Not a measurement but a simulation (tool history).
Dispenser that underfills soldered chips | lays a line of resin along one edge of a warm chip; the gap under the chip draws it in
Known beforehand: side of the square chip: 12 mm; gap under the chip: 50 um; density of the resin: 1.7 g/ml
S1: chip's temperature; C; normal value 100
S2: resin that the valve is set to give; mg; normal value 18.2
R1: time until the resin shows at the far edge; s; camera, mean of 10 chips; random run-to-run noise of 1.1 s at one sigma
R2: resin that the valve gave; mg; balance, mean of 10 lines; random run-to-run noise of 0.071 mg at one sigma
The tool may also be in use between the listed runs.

{"run": 1, "day": 0.0, "S1": 100, "S2": 18.2, "R1": 104, "R2": 18.04}
{"run": 2, "day": 0.154, "S1": 100, "S2": 18.2, "R1": 127.5, "R2": 17.78}
{"run": 3, "day": 0.254, "S1": 100, "S2": 18.2, "R1": 143.1, "R2": 17.82}
{"day": 0.317, "done": "new syringe of resin"}
{"run": 4, "day": 0.417, "S1": 100, "S2": 18.2, "R1": 114.2, "R2": 17.71}
{"day": 0.579, "done": "dispensing valve cleaned and set on the balance"}
{"run": 5, "day": 0.6, "S1": 100, "S2": 18.2, "R1": 135.1, "R2": 18.31}
{"day": 0.679, "done": "new syringe of resin"}
{"run": 6, "day": 0.746, "S1": 100, "S2": 18.2, "R1": 111, "R2": 18.24}
{"run": 7, "day": 0.933, "S1": 100, "S2": 16.2, "R1": 142.8, "R2": 16.09}
{"day": 1.0, "done": "new syringe of resin"}
{"run": 8, "day": 1.062, "S1": 100, "S2": 18.2, "R1": 106.6, "R2": 18.12}
{"run": 9, "day": 1.15, "S1": 100, "S2": 18.2, "R1": 122.7, "R2": 18.26}
{"day": 1.325, "done": "new syringe of resin"}
{"run": 10, "day": 1.329, "S1": 100, "S2": 18.2, "R1": 98.3, "R2": 18.23}
{"run": 11, "day": 1.525, "S1": 100, "S2": 18.2, "R1": 129.9, "R2": 18.04}
{"day": 1.646, "done": "new syringe of resin"}
{"run": 12, "day": 1.717, "S1": 100, "S2": 18.2, "R1": 111.7, "R2": 18.24}
{"run": 13, "day": 1.817, "S1": 100, "S2": 18.2, "R1": 126.7, "R2": 18.08}
{"day": 1.967, "done": "new syringe of resin"}
{"run": 14, "day": 2.0, "S1": 106, "S2": 18.2, "R1": 90.2, "R2": 18.11}
{"run": 15, "day": 2.196, "S1": 106, "S2": 18.2, "R1": 114.7, "R2": 17.94}
{"day": 2.283, "done": "new syringe of resin"}
{"run": 16, "day": 2.392, "S1": 106, "S2": 18.2, "R1": 98.4, "R2": 17.93}
{"run": 17, "day": 2.504, "S1": 109, "S2": 19.1, "R1": 105.2, "R2": 18.83}
{"day": 2.612, "done": "new syringe of resin"}
{"run": 18, "day": 2.7, "S1": 102, "S2": 18.8, "R1": 104.8, "R2": 18.47}
{"run": 19, "day": 2.817, "S1": 102, "S2": 18.8, "R1": 120.3, "R2": 18.57}
{"day": 2.933, "done": "new syringe of resin"}
{"run": 20, "day": 3.017, "S1": 106, "S2": 23.4, "R1": 91.3, "R2": 23.02}
{"run": 21, "day": 3.142, "S1": 106, "S2": 23.4, "R1": 108.2, "R2": 23.09}
{"day": 3.254, "done": "new syringe of resin"}
{"run": 22, "day": 3.333, "S1": 111, "S2": 19.9, "R1": 83.9, "R2": 19.54}
{"run": 23, "day": 3.508, "S1": 112, "S2": 17.4, "R1": 102, "R2": 17.11}
{"day": 3.579, "done": "new syringe of resin"}
{"run": 24, "day": 3.683, "S1": 88, "S2": 17.1, "R1": 165.5, "R2": 16.72}
{"run": 25, "day": 3.867, "S1": 88, "S2": 17.1, "R1": 206.8, "R2": 16.83}
{"day": 3.9, "done": "new syringe of resin"}
{"run": 26, "day": 4.017, "S1": 100, "S2": 18.2, "R1": 116.9, "R2": 17.85}
{"run": 27, "day": 4.158, "S1": 88, "S2": 18.2, "R1": 193.5, "R2": 17.79}
{"day": 4.233, "done": "new syringe of resin"}
{"run": 28, "day": 4.267, "S1": 114, "S2": 15.9, "R1": 75.2, "R2": 15.43}
{"run": 29, "day": 4.454, "S1": 115, "S2": 15.9, "R1": 92.1, "R2": 15.56}
{"day": 4.554, "done": "new syringe of resin"}
{"day": 4.65, "done": "dispensing valve cleaned and set on the balance"}
{"run": 30, "day": 4.712, "S1": 114, "S2": 20.2, "R1": 80.4, "R2": 20.13}
{"run": 31, "day": 4.867, "S1": 114, "S2": 20.2, "R1": 100.2, "R2": 20.14}
{"day": 4.921, "done": "new syringe of resin"}
{"run": 32, "day": 5.058, "S1": 114, "S2": 20.2, "R1": 81.7, "R2": 20.08}

For some of the steps in R1 from one run to the next: how much would appear even if the tool had no hidden state, given the settings, what came in and random variation, and how much remains for the hidden state plus any gauge scatter that the measured result and the result without hidden state don't share?
Hidden state present: resin's viscosity, % of fresh resin's; dose that the valve gives, % of what is set; true chip temperature over the reading, C; drift of the gauge itself on fill_s, %; drift of the gauge itself on given_mg, %.
Run 24 -> 25: nothing adjusted, nothing logged. R1 +41.3 s: hidden state +42.5, all else -1.2.
Run 25 -> 26: S1 88 -> 100, S2 17.1 -> 18.2, new syringe of resin. R1 -89.9 s: hidden state -45.7, all else -44.2.
Run 26 -> 27: S1 100 -> 88. R1 +76.6 s: hidden state +36.3, all else +40.3.
Run 27 -> 28: S1 88 -> 114, S2 18.2 -> 15.9, new syringe of resin. R1 -118.3 s: hidden state -47.7, all else -70.6.

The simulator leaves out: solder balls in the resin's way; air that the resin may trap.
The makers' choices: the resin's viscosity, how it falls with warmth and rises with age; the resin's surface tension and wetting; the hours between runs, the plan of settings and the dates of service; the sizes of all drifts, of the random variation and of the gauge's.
